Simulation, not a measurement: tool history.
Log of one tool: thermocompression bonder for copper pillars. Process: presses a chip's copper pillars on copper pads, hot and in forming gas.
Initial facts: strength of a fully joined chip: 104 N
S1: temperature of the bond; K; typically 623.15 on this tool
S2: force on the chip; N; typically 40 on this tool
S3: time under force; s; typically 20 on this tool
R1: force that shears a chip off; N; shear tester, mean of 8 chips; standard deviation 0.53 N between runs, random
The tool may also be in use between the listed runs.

run 1 hour=0.0 | S1=623.15 S2=40 S3=20 | R1=35.8
run 2 hour=7.5 | S1=623.15 S2=32 S3=20 | R1=31.2
run 3 hour=13.9 | S1=623.15 S2=32 S3=20 | R1=31.1
run 4 hour=23.4 | S1=623.15 S2=32 S3=20 | R1=32.4
run 5 hour=29.6 | S1=595.15 S2=40 S3=20 | R1=27.3
run 6 hour=35.6 | S1=635.15 S2=40 S3=20 | R1=40.8
run 7 hour=41.6 | S1=635.15 S2=59 S3=20 | R1=50.2
run 8 hour=47.8 | S1=635.15 S2=59 S3=20 | R1=49.4
run 9 hour=56.1 | S1=623.15 S2=40 S3=20 | R1=36.3
run 10 hour=63.8 | S1=623.15 S2=40 S3=59 | R1=53.7
run 11 hour=72.6 | S1=623.15 S2=40 S3=59 | R1=54.2
run 12 hour=81.2 | S1=623.15 S2=40 S3=59 | R1=52.7
run 13 hour=91.5 | S1=623.15 S2=40 S3=59 | R1=55.1
run 14 hour=97.5 | S1=623.15 S2=40 S3=46 | R1=49.3
run 15 hour=105.8 | S1=623.15 S2=40 S3=20 | R1=36.2
-- hour=107.2 forming gas filter changed
run 16 hour=115.1 | S1=623.15 S2=40 S3=20 | R1=36.9
run 17 hour=121.0 | S1=623.15 S2=40 S3=20 | R1=36.4
run 18 hour=127.4 | S1=623.15 S2=40 S3=20 | R1=36.2
run 19 hour=133.9 | S1=623.15 S2=40 S3=11 | R1=28.1
run 20 hour=141.2 | S1=623.15 S2=40 S3=11 | R1=28.9
run 21 hour=145.9 | S1=623.15 S2=32 S3=22 | R1=32.6
run 22 hour=152.9 | S1=623.15 S2=32 S3=22 | R1=32.9
run 23 hour=163.0 | S1=642.15 S2=45 S3=43 | R1=59.4
run 24 hour=167.7 | S1=600.15 S2=32 S3=56 | R1=37.7
run 25 hour=176.4 | S1=640.15 S2=40 S3=20 | R1=41.9
run 26 hour=185.4 | S1=599.15 S2=40 S3=16 | R1=26.3
run 27 hour=194.7 | S1=623.15 S2=37 S3=20 | R1=34.7
run 28 hour=201.2 | S1=598.15 S2=40 S3=38 | R1=37.3
run 29 hour=208.2 | S1=598.15 S2=40 S3=38 | R1=35.9
run 30 hour=217.5 | S1=641.15 S2=59 S3=55 | R1=72.3
run 31 hour=224.6 | S1=623.15 S2=34 S3=55 | R1=48.2
run 32 hour=231.9 | S1=623.15 S2=34 S3=55 | R1=48.0
run 33 hour=242.0 | S1=603.15 S2=34 S3=50 | R1=38.5
run 34 hour=247.6 | S1=603.15 S2=34 S3=50 | R1=39.8
run 35 hour=254.1 | S1=640.15 S2=34 S3=12 | R1=30.3
run 36 hour=262.7 | S1=624.15 S2=24 S3=22 | R1=27.6
run 37 hour=272.4 | S1=624.15 S2=24 S3=22 | R1=27.7
run 38 hour=279.2 | S1=646.15 S2=27 S3=22 | R1=36.2
run 39 hour=287.6 | S1=646.15 S2=27 S3=22 | R1=36.4

Alternative continuations, all from the tool just after run 39; predict every row:
run A hour=296.5 | S1=647.15 S2=44 S3=20 | R1=?
run B hour=296.5 | S1=622.15 S2=43 S3=11 | R1=?
run C hour=296.5 | S1=623.15 S2=48 S3=20 | R1=?
run D hour=296.5 | S1=620.15 S2=40 S3=10 | R1=?

run=A R1=46.2
run=B R1=29.1
run=C R1=40.2
run=D R1=26.2
What these runs would have given with no unlogged condition in the tool:
run=A R1=46.5
run=B R1=29.3
run=C R1=40.5
run=D R1=26.4

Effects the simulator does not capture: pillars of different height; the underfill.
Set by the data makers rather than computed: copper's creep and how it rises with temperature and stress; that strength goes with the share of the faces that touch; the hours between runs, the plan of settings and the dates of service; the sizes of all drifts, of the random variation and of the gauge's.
